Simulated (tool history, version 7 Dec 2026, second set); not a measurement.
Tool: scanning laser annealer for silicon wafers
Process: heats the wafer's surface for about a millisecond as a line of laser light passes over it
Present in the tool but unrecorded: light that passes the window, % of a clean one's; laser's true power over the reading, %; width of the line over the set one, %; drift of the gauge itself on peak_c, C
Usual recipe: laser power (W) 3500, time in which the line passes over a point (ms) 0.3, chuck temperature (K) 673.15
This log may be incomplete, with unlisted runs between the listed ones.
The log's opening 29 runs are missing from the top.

| run | hour | laser power (W) | time in which the line passes over a point (ms) | chuck temperature (K) | hours of work since the window was cleaned | hours of work since the power meter was calibrated | hours of work since the optics were aligned | highest temperature of the surface (K) |
|---|---|---|---|---|---|---|---|---|
| 30 | 1588.3 | 3248 | 0.231 | 646.15 | 49 | 1086 | 374 | 1327.15 |
| 31 | 1635.8 | 3686 | 0.244 | 673.15 | 79 | 1115 | 403 | 1463.15 |
| 32 | 1680.4 | 3686 | 0.244 | 673.15 | 106 | 1142 | 431 | 1463.15 |
| 33 | 1738 | 3686 | 0.244 | 673.15 | 141 | 1177 | 466 | 1464.15 |
| 34 | 1778.6 | 3815 | 0.277 | 647.15 | 166 | 1202 | 491 | 1522.15 |
| 35 | 1852.3 | 3141 | 0.3 | 673.15 | 211 | 1247 | 536 | 1430.15 |
| 36 | 1913.5 | 3179 | 0.364 | 696.15 | 249 | 1285 | 574 | 1542.15 |
| 37 | 1986.2 | 3789 | 0.211 | 636.15 | 293 | 1330 | 618 | 1391.15 |
| 38 | 2018.1 | 3500 | 0.3 | 711.15 | 313 | 1349 | 638 | 1547.15 |
| 39 | 2089.8 | 3500 | 0.233 | 711.15 | 357 | 1393 | 682 | 1445.15 |
| 40 | 2124.5 | 3500 | 0.333 | 653.15 | 378 | 1414 | 703 | 1539.15 |
| 41 | 2155 | 3500 | 0.279 | 666.15 | 397 | 1433 | 722 | 1471.15 |

Below are 4 alternative next runs, each starting from the tool's condition after run 41. Predict each:
| A | 2202.3 | 3118 | 0.3 | 673.15 | 426 | 1462 | 751 | ? |
| B | 2202.3 | 3500 | 0.321 | 666.15 | 426 | 1462 | 751 | ? |
| C | 2202.3 | 3500 | 0.258 | 652.15 | 426 | 1462 | 751 | ? |
| D | 2202.3 | 3532 | 0.235 | 705.15 | 426 | 1462 | 751 | ? |

| run | highest temperature of the surface (K) |
|---|---|
| A | 1421.15 |
| B | 1531.15 |
| C | 1427.15 |
| D | 1448.15 |
The same runs, with their run-to-run variation unchanged, on a tool lacking any hidden condition would have given:
| run | highest temperature of the surface (K) |
|---|---|
| A | 1422.15 |
| B | 1532.15 |
| C | 1428.15 |
| D | 1449.15 |
